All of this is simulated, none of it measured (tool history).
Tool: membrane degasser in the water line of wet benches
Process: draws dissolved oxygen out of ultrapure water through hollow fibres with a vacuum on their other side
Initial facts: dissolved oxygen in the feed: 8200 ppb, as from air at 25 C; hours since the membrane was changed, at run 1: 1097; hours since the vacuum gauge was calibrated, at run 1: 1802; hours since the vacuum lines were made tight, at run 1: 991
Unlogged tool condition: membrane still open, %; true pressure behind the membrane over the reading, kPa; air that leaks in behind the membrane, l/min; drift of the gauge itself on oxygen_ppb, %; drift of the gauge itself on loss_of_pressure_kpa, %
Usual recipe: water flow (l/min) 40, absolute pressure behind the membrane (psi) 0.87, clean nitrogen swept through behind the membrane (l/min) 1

run,hour,water flow (l/min),absolute pressure behind the membrane (psi),clean nitrogen swept through behind the membrane (l/min),hours since the membrane was changed,hours since the vacuum gauge was calibrated,hours since the vacuum lines were made tight,dissolved oxygen in the water behind the degasser (ppb),pressure that the water loses in the fibres (psi)
1,0,40,0.87,1,1097,1802,991,355.5,5.303
2,19.5,40,0.87,0.95,1116,1822,1011,363.9,5.249
3,47.6,40,1.561,1,1144,1850,1039,700.2,5.234
4,87.9,40,1.262,1,1184,1890,1079,553.2,5.261
5,127.5,33,1.262,1,1224,1930,1119,463.2,4.373
6,157.6,33,1.262,1,1254,1960,1149,458.2,4.35
7,191.2,33,1.262,1,1288,1993,1183,461.4,4.395
8,227,33,1.262,1,1324,2029,1218,461.5,4.344
9,270,33,1.262,1,1366,2072,1261,464,4.402
10,296.6,33,1.262,1,1393,2099,1288,461.9,4.377
11,336.8,33,1.262,1,1433,2139,1328,462.5,4.35
# hour 341.1: vacuum gauge calibrated
12,374.1,33,1.262,1,1470,33,1365,462.9,4.342
13,400.1,33,1.262,1,1496,59,1391,462.4,4.382
14,426.6,33,1.262,1,1523,86,1417,467.5,4.421
15,447.8,61,1.262,1,1544,107,1439,823.9,8.113
# hour 458.5: vacuum gauge calibrated, once more
16,487.4,51,0.957,1,1583,29,1478,520.7,6.767
17,513.6,51,0.957,1,1609,55,1504,530.9,6.794
18,561.1,40,0.667,2.21,1657,103,1551,193.4,5.363
19,596,40,0.667,2.21,1692,138,1586,195.2,5.336
20,636.5,48,0.87,2.14,1732,178,1627,324.2,6.347
21,672.1,56,1.723,1,1768,214,1663,1039.4,7.474
22,704.6,31,2.164,1.18,1800,246,1695,706.7,4.128
23,734.3,31,2.164,1.18,1830,276,1725,695.8,4.134
24,756.8,35,0.87,0.65,1852,298,1747,379.9,4.646
25,778.1,28,1.401,0.43,1874,320,1768,773.9,3.733
26,810.9,56,0.944,0.58,1906,352,1801,699.8,7.432
27,843.4,56,0.944,0.58,1939,385,1834,701.7,7.514
28,890.8,56,0.944,0.58,1986,432,1881,714.2,7.417

Predict each of these 3 candidate next runs independently; none follows another, all start after run 28:
A,918.7,32,1.194,1.44,2014,460,1909,?,?
B,918.7,48,1.868,0.98,2014,460,1909,?,?
C,918.7,30,0.991,1,2014,460,1909,?,?

run,dissolved oxygen in the water behind the degasser (ppb),pressure that the water loses in the fibres (psi)
A,334.3,4.274
B,998.6,6.363
C,302.1,4.002
With the hidden condition removed and each run's random variation left untouched, the same runs would have given:
run,dissolved oxygen in the water behind the degasser (ppb),pressure that the water loses in the fibres (psi)
A,326.4,4.203
B,987.4,6.257
C,294.8,3.935

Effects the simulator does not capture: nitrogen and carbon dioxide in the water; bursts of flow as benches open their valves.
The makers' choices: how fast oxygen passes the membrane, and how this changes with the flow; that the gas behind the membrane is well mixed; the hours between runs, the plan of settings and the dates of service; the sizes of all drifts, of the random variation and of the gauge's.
